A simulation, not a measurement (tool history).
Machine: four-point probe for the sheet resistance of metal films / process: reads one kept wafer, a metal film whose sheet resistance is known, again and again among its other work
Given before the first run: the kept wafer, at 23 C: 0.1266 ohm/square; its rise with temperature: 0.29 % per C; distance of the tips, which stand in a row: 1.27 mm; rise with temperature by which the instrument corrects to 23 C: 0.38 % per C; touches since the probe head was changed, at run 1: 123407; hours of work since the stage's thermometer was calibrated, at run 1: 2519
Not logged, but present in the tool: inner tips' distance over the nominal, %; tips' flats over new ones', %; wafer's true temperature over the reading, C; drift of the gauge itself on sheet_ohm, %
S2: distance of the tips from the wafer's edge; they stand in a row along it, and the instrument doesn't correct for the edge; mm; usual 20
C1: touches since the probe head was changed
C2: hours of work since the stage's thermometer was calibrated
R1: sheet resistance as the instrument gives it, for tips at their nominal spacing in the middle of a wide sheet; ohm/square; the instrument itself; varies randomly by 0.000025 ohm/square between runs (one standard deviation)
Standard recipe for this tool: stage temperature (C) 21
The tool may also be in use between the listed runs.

Run 1, hour 0: usual settings; C1 123407; C2 2519. Result: R1 0.126578 ohm/square.
Run 2, hour 73.4: usual settings but stage temperature (C) 34; C1 126509; C2 2562. Result: R1 0.125151 ohm/square.
At hour 94.5: stage's thermometer calibrated.
Run 3, hour 132.7: usual settings but stage temperature (C) 34; C1 128993; C2 22. Result: R1 0.124815 ohm/square.
Run 4, hour 171.9: usual settings but stage temperature (C) 34; C1 130651; C2 46. Result: R1 0.124832 ohm/square.
Run 5, hour 207.7: usual settings but stage temperature (C) 34; C1 132164; C2 67. Result: R1 0.124833 ohm/square.
Run 6, hour 268.3: usual settings but stage temperature (C) 34; C1 134722; C2 102. Result: R1 0.124813 ohm/square.
Run 7, hour 347.7: usual settings but S2 5 mm; C1 138077; C2 149. Result: R1 0.130052 ohm/square.
Run 8, hour 412.4: usual settings; C1 140811; C2 187. Result: R1 0.126127 ohm/square.
Run 9, hour 475.3: usual settings but S2 5 mm; C1 143470; C2 224. Result: R1 0.130044 ohm/square.
Run 10, hour 536.4: usual settings but S2 5 mm; C1 146053; C2 260. Result: R1 0.129979 ohm/square.
Run 11, hour 614.6: usual settings but S2 5 mm; C1 149357; C2 306. Result: R1 0.129925 ohm/square.
Run 12, hour 681.5: usual settings but S2 3 mm; C1 152186; C2 345. Result: R1 0.13673 ohm/square.
Run 13, hour 757.9: usual settings; C1 155413; C2 390. Result: R1 0.126036 ohm/square.
Run 14, hour 835.3: usual settings but stage temperature (C) 24; C1 158685; C2 436. Result: R1 0.125617 ohm/square.
Run 15, hour 887.5: usual settings but stage temperature (C) 24; C1 160888; C2 466. Result: R1 0.1256 ohm/square.
Run 16, hour 949.7: usual settings; C1 163518; C2 503. Result: R1 0.125974 ohm/square.
Run 17, hour 1011.5: usual settings; C1 166126; C2 539. Result: R1 0.125941 ohm/square.
Run 18, hour 1065.9: usual settings; C1 168426; C2 571. Result: R1 0.125875 ohm/square.
Run 19, hour 1131.9: usual settings but S2 16 mm; C1 171215; C2 610. Result: R1 0.12609 ohm/square.
Run 20, hour 1195.3: usual settings but S2 16 mm; C1 173895; C2 648. Result: R1 0.126065 ohm/square.
Run 21, hour 1275.7: usual settings; C1 177291; C2 695. Result: R1 0.125834 ohm/square.
Run 22, hour 1328.6: usual settings; C1 179526; C2 726. Result: R1 0.125863 ohm/square.
Run 23, hour 1368.4: usual settings; C1 181208; C2 749. Result: R1 0.125822 ohm/square.
Run 24, hour 1414.7: usual settings; C1 183167; C2 777. Result: R1 0.12587 ohm/square.
Run 25, hour 1474: usual settings but stage temperature (C) 33, S2 26 mm; C1 185674; C2 811. Result: R1 0.1245 ohm/square.
Run 26, hour 1523.6: usual settings but stage temperature (C) 20, S2 9 mm; C1 187769; C2 841. Result: R1 0.126988 ohm/square.
Run 27, hour 1566.7: usual settings but stage temperature (C) 28, S2 10 mm; C1 189589; C2 866. Result: R1 0.125847 ohm/square.
Run 28, hour 1603.3: usual settings but stage temperature (C) 33; C1 191136; C2 888. Result: R1 0.124547 ohm/square.
Run 29, hour 1681.5: usual settings but stage temperature (C) 24; C1 194443; C2 934. Result: R1 0.125444 ohm/square.
Run 30, hour 1746.7: usual settings but stage temperature (C) 29, S2 25 mm; C1 197197; C2 972. Result: R1 0.124822 ohm/square.
Run 31, hour 1805.4: usual settings; C1 199675; C2 1006. Result: R1 0.125699 ohm/square.
Run 32, hour 1880.9: usual settings but S2 59 mm; C1 202866; C2 1051. Result: R1 0.125495 ohm/square.
Run 33, hour 1944.5: usual settings but S2 59 mm; C1 205554; C2 1088. Result: R1 0.12547 ohm/square.
Run 34, hour 2006.4: usual settings but S2 59 mm; C1 208170; C2 1125. Result: R1 0.125423 ohm/square.
Run 35, hour 2064.6: usual settings but stage temperature (C) 28, S2 10 mm; C1 210629; C2 1159. Result: R1 0.125723 ohm/square.
Run 36, hour 2126.9: usual settings but stage temperature (C) 27, S2 46 mm; C1 213260; C2 1196. Result: R1 0.124797 ohm/square.
Run 37, hour 2200.4: usual settings but stage temperature (C) 23, S2 12 mm; C1 216366; C2 1239. Result: R1 0.125894 ohm/square.
Run 38, hour 2246.2: usual settings but stage temperature (C) 26, S2 15 mm; C1 218301; C2 1266. Result: R1 0.125297 ohm/square.
Run 39, hour 2325.2: usual settings but stage temperature (C) 26, S2 15 mm; C1 221641; C2 1312. Result: R1 0.125287 ohm/square.
Run 40, hour 2383.1: usual settings but S2 19 mm; C1 224090; C2 1346. Result: R1 0.125584 ohm/square.
Run 41, hour 2433.5: usual settings but stage temperature (C) 26, S2 34 mm; C1 226217; C2 1376. Result: R1 0.124837 ohm/square.
Run 42, hour 2500.2: usual settings but stage temperature (C) 26, S2 34 mm; C1 229037; C2 1415. Result: R1 0.12485 ohm/square.
Run 43, hour 2575.8: usual settings but stage temperature (C) 26, S2 34 mm; C1 232230; C2 1460. Result: R1 0.124799 ohm/square.
Run 44, hour 2629.5: usual settings but stage temperature (C) 26, S2 34 mm; C1 234502; C2 1491. Result: R1 0.124781 ohm/square.
Run 45, hour 2681.4: usual settings but stage temperature (C) 26, S2 34 mm; C1 236694; C2 1522. Result: R1 0.124783 ohm/square.
Run 46, hour 2729: usual settings but stage temperature (C) 26, S2 4 mm; C1 238705; C2 1550. Result: R1 0.131061 ohm/square.

Each row is a separate what-if for the run after 46, all from the same tool condition, not one after another. Results?
At hour 2758.8: new probe head fitted.
Run A, hour 2798.9: usual settings but S2 10 mm; C1 1697; C2 1590. Result: R1 ?.
At hour 2758.8: new probe head fitted.
Run B, hour 2798.9: usual settings but stage temperature (C) 25, S2 4 mm; C1 1697; C2 1590. Result: R1 ?.
At hour 2758.8: new probe head fitted.
Run C, hour 2798.9: usual settings but stage temperature (C) 18, S2 36 mm; C1 1697; C2 1590. Result: R1 ?.

run        R1
  A  0.128106
  B  0.133125
  C  0.127486
Without the tool's unlogged condition, the same runs would have read:
run        R1
  A  0.127874
  B  0.132887
  C  0.127253
